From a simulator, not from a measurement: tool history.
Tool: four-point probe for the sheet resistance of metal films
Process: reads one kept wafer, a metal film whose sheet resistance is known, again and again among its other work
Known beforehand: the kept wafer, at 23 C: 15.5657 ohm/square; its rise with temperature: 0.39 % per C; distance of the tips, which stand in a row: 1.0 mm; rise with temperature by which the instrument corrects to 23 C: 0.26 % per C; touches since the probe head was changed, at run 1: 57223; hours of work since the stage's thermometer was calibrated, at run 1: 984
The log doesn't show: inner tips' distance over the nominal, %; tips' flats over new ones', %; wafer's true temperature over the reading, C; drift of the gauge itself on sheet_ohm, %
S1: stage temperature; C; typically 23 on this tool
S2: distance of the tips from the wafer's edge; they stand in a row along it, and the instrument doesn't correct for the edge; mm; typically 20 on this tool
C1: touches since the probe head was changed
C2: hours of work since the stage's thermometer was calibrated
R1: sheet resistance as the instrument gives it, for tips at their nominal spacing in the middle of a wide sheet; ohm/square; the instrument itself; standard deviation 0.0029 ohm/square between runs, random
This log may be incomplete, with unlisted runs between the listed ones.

run	day	S1	S2	C1	C2	R1
1	0	23	20	57223	984	15.55553
2	2.55	20	20	58397	1014	15.493416
3	5.625	29	20	59813	1050	15.668369
4	9.15	23	20	61438	1092	15.550105
5	12.533	23	20	62995	1132	15.553267
6	15.529	23	20	64375	1167	15.551367
7	17.708	21	20	65378	1192	15.511623
# day 18.025: stage's thermometer calibrated
8	21.212	21	20	66983	37	15.507361
9	24.7	21	20	68590	78	15.512245
# day 26.175: new probe head fitted
10	26.9	23	20	334	104	15.556254
# day 27.746: stage's thermometer calibrated, once more
11	30.608	23	20	2031	34	15.543309
12	34.2	23	20	3687	76	15.541585
13	36.071	34	25	4548	98	15.736691
14	38.971	23	9	5883	132	15.616076
15	41.988	32	20	7273	167	15.705389
16	45.15	32	20	8729	205	15.704138
17	48.546	26	18	10294	245	15.593695
18	50.925	26	18	11388	272	15.598627
19	53.475	24	14	12564	302	15.570932
20	56.246	24	14	13839	335	15.573048
21	58.233	20	22	14755	358	15.474195

Below are 4 alternative next runs, each starting from the tool's condition after run 21. Predict each:
A	61.65	34	4	16328	399	?
B	61.65	29	20	16328	399	?
C	61.65	29	8	16328	399	?
D	61.65	23	5	16328	399	?

run	R1
A	16.224585
B	15.637747
C	15.753421
D	15.835426
Without the tool's unlogged condition, the same runs would have read:
run	R1
A	16.285897
B	15.696829
C	15.812902
D	15.894912

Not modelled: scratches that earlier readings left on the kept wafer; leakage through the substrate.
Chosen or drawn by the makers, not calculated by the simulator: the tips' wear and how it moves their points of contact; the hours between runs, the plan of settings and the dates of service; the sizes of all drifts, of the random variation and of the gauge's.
